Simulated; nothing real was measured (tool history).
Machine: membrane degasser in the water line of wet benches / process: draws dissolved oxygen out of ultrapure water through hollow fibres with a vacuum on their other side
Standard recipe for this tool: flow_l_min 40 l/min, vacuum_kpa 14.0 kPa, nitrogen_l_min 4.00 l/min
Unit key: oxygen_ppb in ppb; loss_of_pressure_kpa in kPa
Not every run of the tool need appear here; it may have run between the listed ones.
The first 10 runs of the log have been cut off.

run	hour	flow_l_min	vacuum_kpa	nitrogen_l_min	hours since the membrane was changed	hours since the vacuum gauge was calibrated	hours since the vacuum lines were made tight	oxygen_ppb	loss_of_pressure_kpa
11	1024.6	40	13.7	4.00	1833	5814	3926	393.3	31.51
12	1146.6	40	14.0	4.00	1955	5936	4048	407.2	31.90
13	1282.2	40	14.0	1.80	2091	6072	4184	656.7	31.88
14	1385.4	40	14.0	1.80	2194	6175	4287	649.2	31.86
15	1451.7	27	14.0	1.80	2260	6241	4353	431.0	21.48
16	1525.2	27	14.0	1.80	2334	6315	4427	420.6	21.59
17	1647.8	27	14.0	1.80	2456	6437	4549	421.5	21.70
18	1783.5	39	21.4	1.77	2592	6573	4685	949.5	31.28
19	1859.0	39	31.1	4.00	2667	6649	4760	748.0	31.41
20	1978.3	39	31.1	4.00	2787	6768	4880	743.0	31.45
21	2044.9	40	8.4	8.94	2853	6835	4946	220.3	32.17
22	2169.9	40	8.4	8.94	2978	6960	5071	229.9	32.39
23	2304.6	40	32.1	3.06	3113	7094	5206	943.0	31.96
# hour 2387.7: seals of the vacuum lines changed
24	2400.2	40	32.1	3.06	3207	7188	13	959.3	32.32
25	2537.6	40	32.1	3.06	3344	7325	150	940.5	32.51
26	2643.2	27	30.3	8.95	3450	7431	256	261.9	21.74
27	2731.9	27	30.3	8.95	3538	7520	344	265.0	22.00
28	2818.3	51	17.2	4.00	3625	7606	431	646.8	41.52
29	2931.6	51	17.2	4.00	3738	7719	544	657.6	41.01
30	3009.2	51	15.7	2.18	3816	7797	622	855.6	41.36
31	3136.0	51	15.7	2.18	3942	7924	748	866.8	41.34

5 options for the next run, each taken on its own from the tool as it stands now. Forecast them:
A	3207.2	27	29.1	4.00	4013	7995	819	?	?
B	3207.2	30	14.2	5.33	4013	7995	819	?	?
C	3207.2	34	11.0	4.00	4013	7995	819	?	?
D	3207.2	26	15.7	2.18	4013	7995	819	?	?
E	3207.2	40	10.3	4.00	4013	7995	819	?	?

run	oxygen_ppb	loss_of_pressure_kpa
A	480.0	21.74
B	242.2	24.29
C	280.0	27.48
D	409.8	21.23
E	338.2	32.24
With the hidden condition removed and each run's random variation left untouched, the same runs would have given:
run	oxygen_ppb	loss_of_pressure_kpa
A	460.7	20.97
B	221.6	23.44
C	253.0	26.51
D	385.7	20.49
E	304.8	31.10

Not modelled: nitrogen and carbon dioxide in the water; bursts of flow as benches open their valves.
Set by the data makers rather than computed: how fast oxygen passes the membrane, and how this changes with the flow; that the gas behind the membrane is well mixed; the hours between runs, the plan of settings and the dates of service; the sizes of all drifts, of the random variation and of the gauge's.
